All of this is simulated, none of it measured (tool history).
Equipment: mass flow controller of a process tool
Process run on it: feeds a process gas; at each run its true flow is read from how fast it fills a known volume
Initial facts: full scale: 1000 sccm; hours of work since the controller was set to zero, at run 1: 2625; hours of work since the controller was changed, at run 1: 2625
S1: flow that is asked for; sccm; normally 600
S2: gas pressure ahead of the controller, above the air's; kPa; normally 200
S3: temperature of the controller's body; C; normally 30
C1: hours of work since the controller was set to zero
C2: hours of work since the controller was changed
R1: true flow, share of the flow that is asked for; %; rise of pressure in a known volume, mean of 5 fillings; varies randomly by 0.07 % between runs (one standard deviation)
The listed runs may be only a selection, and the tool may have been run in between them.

Run 1, hour 0: usual settings; C1 2625; C2 2625. Result: R1 98.76 %.
Run 2, hour 240.7: usual settings but S3 32 C; C1 2745; C2 2745. Result: R1 98.67 %.
Run 3, hour 417.8: usual settings but S3 32 C; C1 2832; C2 2832. Result: R1 98.57 %.
Run 4, hour 677.1: usual settings but S3 26 C; C1 2961; C2 2961. Result: R1 98.75 %.
Run 5, hour 803.3: usual settings; C1 3024; C2 3024. Result: R1 98.53 %.
Run 6, hour 1047.5: usual settings; C1 3145; C2 3145. Result: R1 98.56 %.
Run 7, hour 1226: usual settings; C1 3233; C2 3233. Result: R1 98.76 %.
Run 8, hour 1425.6: usual settings but S2 194 kPa; C1 3332; C2 3332. Result: R1 98.84 %.
Run 9, hour 1545.7: usual settings but S2 194 kPa; C1 3392; C2 3392. Result: R1 98.76 %.
Run 10, hour 1708.5: usual settings but S2 201 kPa; C1 3472; C2 3472. Result: R1 98.61 %.
Run 11, hour 1870.1: usual settings but S2 201 kPa; C1 3552; C2 3552. Result: R1 98.71 %.
Run 12, hour 2125.8: usual settings but S2 201 kPa; C1 3679; C2 3679. Result: R1 98.67 %.
Run 13, hour 2298.8: usual settings but S2 201 kPa; C1 3765; C2 3765. Result: R1 98.58 %.
Run 14, hour 2534.8: usual settings but S2 201 kPa; C1 3882; C2 3882. Result: R1 98.56 %.
Run 15, hour 2719: usual settings; C1 3973; C2 3973. Result: R1 98.65 %.
Run 16, hour 2997: usual settings; C1 4111; C2 4111. Result: R1 98.75 %.
Run 17, hour 3170.6: usual settings; C1 4197; C2 4197. Result: R1 98.6 %.
Run 18, hour 3403.2: usual settings but S3 28 C; C1 4313; C2 4313. Result: R1 98.66 %.
Run 19, hour 3642.6: usual settings; C1 4431; C2 4431. Result: R1 98.69 %.
Run 20, hour 3767.1: usual settings; C1 4493; C2 4493. Result: R1 98.62 %.
Run 21, hour 4033.3: usual settings but S1 268 sccm, S3 27 C; C1 4625; C2 4625. Result: R1 97.73 %.
Run 22, hour 4189.7: usual settings but S1 268 sccm, S3 27 C; C1 4703; C2 4703. Result: R1 97.71 %.
Run 23, hour 4313.9: usual settings but S1 268 sccm, S3 27 C; C1 4764; C2 4764. Result: R1 97.73 %.
Run 24, hour 4468.3: usual settings but S1 268 sccm, S3 27 C; C1 4841; C2 4841. Result: R1 97.75 %.
Run 25, hour 4646.1: usual settings but S1 268 sccm, S3 27 C; C1 4929; C2 4929. Result: R1 97.81 %.
At hour 4748.5: controller's zero set anew.
Run 26, hour 4864.1: usual settings but S1 268 sccm, S3 27 C; C1 57; C2 5037. Result: R1 97.73 %.
Run 27, hour 5046.5: usual settings but S1 268 sccm, S3 27 C; C1 148; C2 5127. Result: R1 97.67 %.
Run 28, hour 5198.5: usual settings but S1 268 sccm, S3 27 C; C1 223; C2 5203. Result: R1 97.78 %.
Run 29, hour 5363.7: usual settings but S1 849 sccm, S2 192 kPa; C1 305; C2 5285. Result: R1 99.41 %.
Run 30, hour 5642.7: usual settings but S1 428 sccm, S2 154 kPa; C1 443; C2 5423. Result: R1 98.53 %.
Run 31, hour 5779.2: usual settings but S1 120 sccm, S2 149 kPa, S3 35 C; C1 511; C2 5491. Result: R1 97.39 %.
Run 32, hour 5892.7: usual settings but S2 146 kPa, S3 23 C; C1 567; C2 5547. Result: R1 99.26 %.
Run 33, hour 6030.8: usual settings but S2 146 kPa, S3 23 C; C1 636; C2 5615. Result: R1 99.1 %.
Run 34, hour 6155.8: usual settings but S1 150 sccm, S2 178 kPa; C1 698; C2 5677. Result: R1 97.41 %.
Run 35, hour 6396.4: usual settings but S1 150 sccm, S2 161 kPa; C1 817; C2 5797. Result: R1 97.52 %.
Run 36, hour 6514.7: usual settings but S1 119 sccm, S2 191 kPa; C1 876; C2 5855. Result: R1 97.3 %.
Run 37, hour 6759.6: usual settings but S1 613 sccm, S2 191 kPa, S3 31 C; C1 997; C2 5977. Result: R1 98.65 %.
Run 38, hour 7014.4: usual settings but S1 583 sccm, S2 177 kPa, S3 29 C; C1 1124; C2 6103. Result: R1 98.75 %.
Run 39, hour 7276.5: usual settings but S1 583 sccm, S2 177 kPa, S3 29 C; C1 1253; C2 6233. Result: R1 98.78 %.
Run 40, hour 7534.1: usual settings but S1 583 sccm, S2 147 kPa, S3 22 C; C1 1381; C2 6361. Result: R1 99.17 %.

4 options for the next run, each taken on its own from the tool as it stands now. Forecast them:
Run A, hour 7674.1: usual settings but S2 147 kPa, S3 34 C; C1 1451; C2 6430. Result: R1 ?.
Run B, hour 7674.1: usual settings but S3 35 C; C1 1451; C2 6430. Result: R1 ?.
Run C, hour 7674.1: usual settings but S1 583 sccm, S2 147 kPa, S3 28 C; C1 1451; C2 6430. Result: R1 ?.
Run D, hour 7674.1: usual settings but S1 108 sccm, S2 172 kPa, S3 22 C; C1 1451; C2 6430. Result: R1 ?.

run     R1
  A  98.88
  B  98.39
  C     99
  D  97.53
The same runs, with their run-to-run variation unchanged, on a tool lacking any hidden condition would have given:
run     R1
  A  98.87
  B  98.38
  C  98.99
  D  97.51

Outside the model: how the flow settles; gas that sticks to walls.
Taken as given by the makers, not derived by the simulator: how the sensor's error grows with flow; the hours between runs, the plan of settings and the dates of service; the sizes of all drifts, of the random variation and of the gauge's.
